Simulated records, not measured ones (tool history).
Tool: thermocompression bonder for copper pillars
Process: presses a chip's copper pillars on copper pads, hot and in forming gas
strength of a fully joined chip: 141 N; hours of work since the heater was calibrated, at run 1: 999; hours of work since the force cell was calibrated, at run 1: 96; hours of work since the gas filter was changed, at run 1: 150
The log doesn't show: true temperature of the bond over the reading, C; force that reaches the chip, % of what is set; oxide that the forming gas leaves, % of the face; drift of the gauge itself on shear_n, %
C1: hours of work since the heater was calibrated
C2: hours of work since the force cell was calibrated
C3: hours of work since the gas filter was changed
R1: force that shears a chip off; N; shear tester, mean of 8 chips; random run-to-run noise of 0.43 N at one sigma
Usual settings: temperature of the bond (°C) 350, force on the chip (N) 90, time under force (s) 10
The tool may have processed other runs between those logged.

Run 1, hour 0: usual settings; C1 999; C2 96; C3 150. Result: R1 83.7 N.
Run 2, hour 9.8: usual settings; C1 1003; C2 101; C3 154. Result: R1 84.1 N.
Run 3, hour 17.6: usual settings; C1 1007; C2 104; C3 158. Result: R1 83.6 N.
Run 4, hour 21.8: usual settings; C1 1009; C2 106; C3 160. Result: R1 84 N.
Run 5, hour 26.2: usual settings but time under force (s) 6; C1 1010; C2 108; C3 162. Result: R1 71 N.
Run 6, hour 32: usual settings but time under force (s) 6; C1 1013; C2 110; C3 164. Result: R1 71.5 N.
Run 7, hour 36.1: usual settings but time under force (s) 6; C1 1015; C2 112; C3 166. Result: R1 71.1 N.
Run 8, hour 46: usual settings but time under force (s) 6; C1 1019; C2 117; C3 170. Result: R1 71.4 N.
Run 9, hour 50.4: usual settings but force on the chip (N) 56, time under force (s) 6; C1 1021; C2 118; C3 172. Result: R1 45.7 N.
At hour 60.3: forming gas filter changed.
Run 10, hour 60.4: usual settings; C1 1025; C2 123; C3 0. Result: R1 85.2 N.
Run 11, hour 68.7: usual settings; C1 1029; C2 126; C3 4. Result: R1 85.8 N.
Run 12, hour 78.5: usual settings; C1 1033; C2 131; C3 8. Result: R1 85.2 N.
Run 13, hour 83.1: usual settings; C1 1035; C2 133; C3 10. Result: R1 84.7 N.
Run 14, hour 90.6: usual settings but time under force (s) 30; C1 1039; C2 136; C3 13. Result: R1 113.5 N.
Run 15, hour 95.4: usual settings but force on the chip (N) 79; C1 1041; C2 138; C3 15. Result: R1 78.1 N.
Run 16, hour 104: usual settings but force on the chip (N) 79; C1 1044; C2 142; C3 19. Result: R1 78.3 N.
At hour 107.3: gauge calibrated.
Run 17, hour 110.9: usual settings but force on the chip (N) 79; C1 1047; C2 145; C3 22. Result: R1 75.2 N.
Run 18, hour 120.1: usual settings but force on the chip (N) 79; C1 1052; C2 149; C3 26. Result: R1 76 N.
Run 19, hour 127.9: usual settings but force on the chip (N) 79; C1 1055; C2 152; C3 30. Result: R1 75.7 N.
Run 20, hour 134.1: usual settings; C1 1058; C2 155; C3 32. Result: R1 83.4 N.
Run 21, hour 142: usual settings but force on the chip (N) 82; C1 1061; C2 159; C3 36. Result: R1 78.9 N.
Run 22, hour 146.2: usual settings but temperature of the bond (°C) 378, force on the chip (N) 82, time under force (s) 14; C1 1063; C2 160; C3 38. Result: R1 101.6 N.
Run 23, hour 156.1: usual settings but temperature of the bond (°C) 378, force on the chip (N) 82, time under force (s) 14; C1 1067; C2 165; C3 42. Result: R1 101.7 N.
Run 24, hour 160.2: usual settings but temperature of the bond (°C) 361, force on the chip (N) 82, time under force (s) 9; C1 1069; C2 167; C3 44. Result: R1 81.5 N.
Run 25, hour 166.9: usual settings but force on the chip (N) 67, time under force (s) 13; C1 1072; C2 169; C3 47. Result: R1 73.1 N.
Run 26, hour 172.4: usual settings but force on the chip (N) 67, time under force (s) 13; C1 1074; C2 172; C3 49. Result: R1 73 N.
Run 27, hour 180.2: usual settings but temperature of the bond (°C) 346, force on the chip (N) 120, time under force (s) 18; C1 1078; C2 175; C3 53. Result: R1 115.3 N.
Run 28, hour 189.5: usual settings but temperature of the bond (°C) 323, force on the chip (N) 72, time under force (s) 26; C1 1082; C2 179; C3 57. Result: R1 80.7 N.
Run 29, hour 193.6: usual settings but temperature of the bond (°C) 335, force on the chip (N) 129, time under force (s) 22; C1 1084; C2 181; C3 59. Result: R1 119.6 N.
Run 30, hour 198.2: usual settings but temperature of the bond (°C) 363, force on the chip (N) 56, time under force (s) 21; C1 1086; C2 183; C3 61. Result: R1 81.3 N.
Run 31, hour 207.5: usual settings but temperature of the bond (°C) 338, force on the chip (N) 65, time under force (s) 11; C1 1090; C2 187; C3 65. Result: R1 61.9 N.
Run 32, hour 214.5: usual settings but temperature of the bond (°C) 349, force on the chip (N) 135, time under force (s) 11; C1 1093; C2 190; C3 68. Result: R1 113.1 N.
Run 33, hour 222.8: usual settings but temperature of the bond (°C) 356, force on the chip (N) 115, time under force (s) 5; C1 1097; C2 194; C3 71. Result: R1 86.7 N.
Run 34, hour 227.9: usual settings but temperature of the bond (°C) 356, force on the chip (N) 115, time under force (s) 5; C1 1099; C2 196; C3 74. Result: R1 86.9 N.
Run 35, hour 237.6: usual settings but force on the chip (N) 115; C1 1103; C2 201; C3 78. Result: R1 102.1 N.
Run 36, hour 242.5: usual settings but force on the chip (N) 115; C1 1105; C2 203; C3 80. Result: R1 103.2 N.
At hour 246.6: heater calibrated with a thermocouple chip.
Run 37, hour 248.9: usual settings but force on the chip (N) 115; C1 1; C2 205; C3 82. Result: R1 102.4 N.
Run 38, hour 257.1: usual settings but temperature of the bond (°C) 378, force on the chip (N) 115, time under force (s) 22; C1 5; C2 208; C3 86. Result: R1 132.2 N.
Run 39, hour 265.9: usual settings but temperature of the bond (°C) 336, force on the chip (N) 96, time under force (s) 13; C1 8; C2 212; C3 89. Result: R1 89.8 N.

Consider 3 possible next runs. They are alternatives, not a sequence: every one starts from the tool as it was left by run 39. What does each give?
At hour 274.7: gauge calibrated.
Run A, hour 274.7: usual settings but time under force (s) 12; C1 12; C2 216; C3 93. Result: R1 ?.
At hour 274.7: gauge calibrated.
Run B, hour 274.7: usual settings but temperature of the bond (°C) 322, force on the chip (N) 82, time under force (s) 13; C1 12; C2 216; C3 93. Result: R1 ?.
At hour 274.7: gauge calibrated.
Run C, hour 274.7: usual settings but temperature of the bond (°C) 320, force on the chip (N) 96, time under force (s) 27; C1 12; C2 216; C3 93. Result: R1 ?.

run    R1
  A  87.7
  B  69.3
  C  95.7
What these runs would have given with no unlogged condition in the tool:
run    R1
  A  87.8
  B  69.3
  C  95.8
